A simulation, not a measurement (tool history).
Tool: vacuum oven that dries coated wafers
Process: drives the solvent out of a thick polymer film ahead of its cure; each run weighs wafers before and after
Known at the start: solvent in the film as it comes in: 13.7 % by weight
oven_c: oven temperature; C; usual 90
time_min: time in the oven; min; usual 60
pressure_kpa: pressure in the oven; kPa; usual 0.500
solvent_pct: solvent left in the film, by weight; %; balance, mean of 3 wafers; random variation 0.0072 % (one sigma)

| run | hour | oven_c | time_min | pressure_kpa | solvent_pct |
|---|---|---|---|---|---|
| 1 | 0.0 | 90 | 60 | 0.500 | 0.786 |
| 2 | 7.5 | 90 | 60 | 0.500 | 0.790 |
| 3 | 17.4 | 90 | 32 | 0.500 | 2.485 |
| 4 | 26.2 | 90 | 32 | 0.500 | 2.484 |
| 5 | 41.1 | 90 | 32 | 0.500 | 2.474 |
| 6 | 53.0 | 89 | 60 | 0.500 | 0.906 |
| 7 | 70.2 | 89 | 60 | 0.500 | 0.903 |
| 8 | 85.3 | 82 | 32 | 1.231 | 4.894 |
| 9 | 92.6 | 82 | 92 | 1.177 | 1.392 |
| 10 | 109.6 | 82 | 92 | 1.177 | 1.379 |
| 11 | 119.2 | 82 | 92 | 1.177 | 1.392 |

Run 12 comes next. What will it give?
| 12 | 132.1 | 80 | 40 | 1.145 | ? |

solvent_pct: 4.592 %
Without the tool's hidden state the same run would have given solvent_pct 4.564 %.
